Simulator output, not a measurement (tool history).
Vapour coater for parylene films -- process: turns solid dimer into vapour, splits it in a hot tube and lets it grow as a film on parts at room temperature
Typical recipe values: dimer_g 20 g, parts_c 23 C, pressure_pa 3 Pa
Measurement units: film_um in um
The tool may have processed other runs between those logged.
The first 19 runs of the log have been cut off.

run,hour,dimer_g,parts_c,pressure_pa,film_um
20,224.2,20,17,2.08,8.63
21,231.8,9,17,3.46,3.83
22,245.6,15,15,3,6.34
23,259.2,15,15,3,6.4
24,270,15,15,3,6.32
25,279.7,15,15,3,6.3
26,291.4,20,15,4.38,8.18
27,305.3,36,18,7.4,12.99
28,313.3,24,28,9.01,5.73
29,329.7,8,17,9.01,2.93
30,337.2,8,17,9.01,2.92
31,353.7,20,16,3,8.08
32,362.5,20,33,3,4.47
33,375.8,10,29,11.31,2.18
34,383.3,8,18,3.99,3.01
35,399.8,8,18,3.99,3.07
36,412.1,28,30,3,6.85
37,420.4,28,16,2.01,11.09
38,433.4,28,16,2.01,11

Consider 5 possible next runs. They are alternatives, not a sequence: every one starts from the tool as it was left by run 38. What does each give?
A,448.8,28,20,2.01,?
B,448.8,28,28,2.01,?
C,448.8,20,17,3,?
D,448.8,27,16,2.01,?
E,448.8,10,20,8.78,?

run,film_um
A,10.48
B,7.69
C,7.78
D,10.57
E,3.09
The same runs, with their run-to-run variation unchanged, on a tool lacking any hidden condition would have given:
run,film_um
A,11.7
B,8.58
C,8.8
D,11.96
E,3.45
